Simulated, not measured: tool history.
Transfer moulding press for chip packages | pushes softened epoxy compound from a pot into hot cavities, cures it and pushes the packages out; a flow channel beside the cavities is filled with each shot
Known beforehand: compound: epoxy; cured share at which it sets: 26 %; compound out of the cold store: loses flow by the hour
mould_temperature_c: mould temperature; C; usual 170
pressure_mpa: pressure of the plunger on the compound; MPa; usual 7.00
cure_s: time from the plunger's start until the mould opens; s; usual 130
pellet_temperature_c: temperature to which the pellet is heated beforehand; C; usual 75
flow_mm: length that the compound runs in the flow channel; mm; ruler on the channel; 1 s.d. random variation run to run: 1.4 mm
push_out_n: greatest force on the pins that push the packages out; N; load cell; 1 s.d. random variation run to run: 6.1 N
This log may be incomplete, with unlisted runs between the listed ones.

run	hour	mould_temperature_c	pressure_mpa	cure_s	pellet_temperature_c	incoming compound's hours out of the cold store	flow_mm	push_out_n
1	0.0	170	7.00	130	75	39.2	466	342
# hour 13.5: cavities cleaned with cleaning compound and waxed
2	14.6	170	7.00	130	75	11.2	565	442
3	22.6	170	7.00	130	75	47.5	440	450
4	29.9	170	7.00	130	75	9.8	575	453
# hour 35.4: cavities cleaned with cleaning compound and waxed, once more
5	38.4	170	7.00	170	75	15.4	551	231
6	46.9	170	7.00	170	75	31.0	492	242
7	59.6	170	7.00	153	75	33.7	481	282
8	69.3	170	7.00	130	75	47.7	436	308
9	76.2	170	7.00	130	75	24.0	512	305
10	88.2	164	7.00	130	75	44.7	453	395
11	97.5	164	7.00	130	75	15.0	561	436
12	103.0	164	7.00	130	75	40.1	469	423
# hour 114.6: cavities cleaned with cleaning compound and waxed
13	115.2	164	7.00	130	75	27.0	513	302
14	127.2	164	7.00	130	75	10.7	579	338
15	139.5	164	7.00	130	75	15.4	558	361
16	150.0	170	5.49	130	75	17.1	473	306
17	155.4	162	6.42	130	75	40.5	449	420
18	164.1	170	7.00	157	75	17.2	536	310
19	173.5	170	7.00	139	75	39.8	454	341
20	181.8	170	7.00	144	80	47.8	429	344
# hour 194.6: cavities cleaned with cleaning compound and waxed
21	196.4	170	7.00	144	80	43.3	441	223
22	209.2	170	7.00	144	80	31.9	481	259
23	219.9	170	7.00	144	73	29.3	487	285
24	228.9	166	7.00	130	75	34.0	479	339
25	238.0	166	7.00	130	75	38.4	466	348
26	245.1	166	7.00	130	75	42.2	450	375
27	252.0	165	5.77	130	68	35.2	431	389

Difference, measured minus no-hidden-state, one row per run. Run-to-run variation is common to both terms; the gauge's own scatter need not be:
Hidden state at play: true mould temperature over the reading, C; pressure that reaches the compound, % of what is set; grip of the stained cavities, % over clean ones'; drift of the gauge itself on flow_mm, %; drift of the gauge itself on push_out_n, %.
run	flow_mm	push_out_n
1	-1	+113
2	-2	+206
3	-1	+211
4	-3	+213
5	-3	+11
6	-3	+27
7	-4	+50
8	-3	+70
9	-5	+80
10	-4	+115
11	-6	+137
12	-6	+139
13	-7	+8
14	-8	+41
15	-8	+69
16	-8	+72
17	-7	+107
18	-10	+88
19	-9	+102
20	-9	+111
21	-9	+7
22	-10	+33
23	-12	+53
24	-11	+77
25	-12	+91
26	-12	+107
27	-12	+119
